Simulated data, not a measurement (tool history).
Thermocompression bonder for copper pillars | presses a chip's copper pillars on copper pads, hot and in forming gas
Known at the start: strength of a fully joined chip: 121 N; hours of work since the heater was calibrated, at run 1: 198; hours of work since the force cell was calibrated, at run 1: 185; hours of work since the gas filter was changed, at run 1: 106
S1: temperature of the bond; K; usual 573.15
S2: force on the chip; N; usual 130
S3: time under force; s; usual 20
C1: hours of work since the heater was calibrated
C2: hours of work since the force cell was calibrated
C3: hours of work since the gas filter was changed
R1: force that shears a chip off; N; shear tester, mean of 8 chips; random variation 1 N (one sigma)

run   hour      S1   S2  S3   C1   C2   C3     R1
  1    0.0  573.15  130  20  198  185  106   80.2
  2    8.7  584.15  130  20  202  189  110   84.6
  3   15.6  584.15  130  20  205  192  114   84.7
  4   19.7  583.15  130  20  207  194  116   85.1
  5   27.2  583.15  130  48  211  198  119  101.6
  6   36.4  583.15  130  48  216  203  124   99.5
  7   44.4  583.15  130  48  220  207  128  102.5
  8   54.0  583.15  130  48  225  212  133  101.3
  9   60.9  573.15  130  20  228  215  136   78.2
 10   67.8  573.15  130  20  232  219  140   77.9
 11   76.0  573.15  130  20  236  223  144   78.6
 12   80.2  573.15  130  20  238  225  146   78.7
 13   84.9  573.15  130  20  240  227  148   78.6
 14   94.5  573.15  157  20  245  232  153   86.3
 15   99.1  573.15  130  20  247  234  156   77.6
 16  108.0  573.15  130  20  252  239  160   76.6
     110.6  -- heater calibrated with a thermocouple chip
 17  115.1  573.15  130  20    2  241  163   77.0
 18  120.1  573.15  130  20    5  244  165   76.0
 19  125.9  573.15  130  34    8  247  168   85.5
     135.8  -- heater calibrated with a thermocouple chip, once more
 20  137.2  569.15  176  18    1  252  173   89.8
 21  142.2  583.15  138  50    3  254  175  101.9
 22  151.5  568.15  152  53    8  259  180   99.9
 23  159.4  576.15  130  16   12  263  184   75.9
 24  165.6  552.15  183  20   15  266  187   82.4
 25  173.9  599.15  183  12   19  270  191   96.5
 26  178.1  574.15  183  12   21  272  193   84.2
 27  187.9  574.15  183  12   26  277  198   83.3
 28  197.3  574.15  183  12   31  282  203   85.7
 29  204.4  574.15  183  12   34  285  207   84.2
 30  210.7  574.15  183  12   38  288  210   83.5
 31  218.8  573.15  148  16   42  293  214   79.4
 32  223.8  586.15  148  32   44  295  216   97.1
 33  230.2  586.15  148  32   47  298  220   96.6
 34  237.8  586.15  148  13   51  302  223   81.9
 35  247.6  573.15  186  29   56  307  228   97.6
 36  254.8  573.15  186  29   60  311  232   95.3

The same runs without the tool's hidden state, with the same run-to-run variation:
The hidden state here: true temperature of the bond over the reading, C; force that reaches the chip, % of what is set; oxide that the forming gas leaves, % of the face; drift of the gauge itself on shear_n, %.
run     R1
  1   86.8
  2   91.3
  3   91.7
  4   92.2
  5  109.4
  6  107.4
  7  111.0
  8  109.9
  9   86.3
 10   86.2
 11   87.1
 12   87.3
 13   87.4
 14   95.8
 15   86.8
 16   85.8
 17   87.4
 18   86.5
 19   96.5
 20   98.2
 21  111.5
 22  109.7
 23   83.8
 24   91.0
 25  106.7
 26   93.3
 27   92.6
 28   95.7
 29   94.2
 30   93.7
 31   89.3
 32  109.0
 33  108.7
 34   92.7
 35  110.5
 36  108.1
